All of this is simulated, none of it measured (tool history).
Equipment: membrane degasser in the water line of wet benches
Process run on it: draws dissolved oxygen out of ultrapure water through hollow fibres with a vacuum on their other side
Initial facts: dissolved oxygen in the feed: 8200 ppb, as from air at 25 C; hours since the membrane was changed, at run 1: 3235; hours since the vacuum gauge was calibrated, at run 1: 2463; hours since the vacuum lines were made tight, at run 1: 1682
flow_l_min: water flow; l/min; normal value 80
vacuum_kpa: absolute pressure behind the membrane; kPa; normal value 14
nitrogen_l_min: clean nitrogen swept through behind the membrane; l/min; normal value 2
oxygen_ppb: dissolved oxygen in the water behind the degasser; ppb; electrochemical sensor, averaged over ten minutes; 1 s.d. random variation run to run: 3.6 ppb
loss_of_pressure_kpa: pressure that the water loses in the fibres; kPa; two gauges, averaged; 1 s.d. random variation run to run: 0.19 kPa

run	hour	flow_l_min	vacuum_kpa	nitrogen_l_min	hours since the membrane was changed	hours since the vacuum gauge was calibrated	hours since the vacuum lines were made tight	oxygen_ppb	loss_of_pressure_kpa
1	0	80	14	2	3235	2463	1682	836	38.7
2	74.4	80	14	2	3309	2537	1756	843.1	38.57
3	169.2	80	14	2	3404	2632	1851	841.7	38.63
4	221.6	80	14	2	3456	2684	1904	845.4	38.68
5	263.6	80	14	1.18	3498	2726	1946	1209.2	38.78
6	317.3	80	14	2	3552	2780	1999	854	38.88
7	365.2	80	14	2	3600	2828	2047	855	38.75
8	443.3	80	14	2	3678	2906	2125	850.2	38.77
9	537.6	80	11.4	2	3773	3000	2220	672.5	39.05
10	579.1	80	11.4	2	3814	3042	2261	670.4	39.27
11	662.5	80	14	1.02	3897	3125	2345	1326.4	38.83
12	719	80	14	1.02	3954	3182	2401	1319.7	38.62
13	780.7	52	8.6	2.97	4016	3244	2463	224.5	25.3
14	871.9	109	11.2	1.98	4107	3335	2554	896.3	53.31
15	929.9	56	14	2	4165	3393	2612	624.8	27.28
16	1024.6	104	8.7	2	4260	3487	2707	640.2	50.69
17	1113.7	126	27.9	1.13	4349	3577	2796	3139.5	61.71
18	1178.3	75	32.3	3.22	4413	3641	2860	1313.3	36.77
19	1219.8	80	25.5	1.43	4455	3683	2902	1925.2	38.69
20	1270.3	80	25.5	1.43	4505	3733	2952	1946.5	38.96
21	1342.2	80	25.5	1.43	4577	3805	3024	1957.4	39.07
22	1426.6	53	27.8	5.13	4661	3889	3109	576.5	25.71
23	1493.5	74	13	1.97	4728	3956	3176	742	36.26

Below are 5 alternative next runs, each starting from the tool's condition after run 23. Predict each:
A	1576.8	60	14	1.82	4812	4040	3259	?	?
B	1576.8	74	32	1.97	4812	4040	3259	?	?
C	1576.8	74	13.8	1.41	4812	4040	3259	?	?
D	1576.8	82	34.5	2	4812	4040	3259	?	?
E	1576.8	74	30.2	1.97	4812	4040	3259	?	?

run	oxygen_ppb	loss_of_pressure_kpa
A	719.3	29.63
B	1825.7	36.41
C	1000.4	36.23
D	2076.6	40.35
E	1756.5	36.21
Take away the tool's hidden state, keep each run's random variation, and the runs would have read:
run	oxygen_ppb	loss_of_pressure_kpa
A	697.1	28.54
B	1804.1	35.06
C	969.3	34.89
D	2053.5	38.86
E	1734.1	34.86
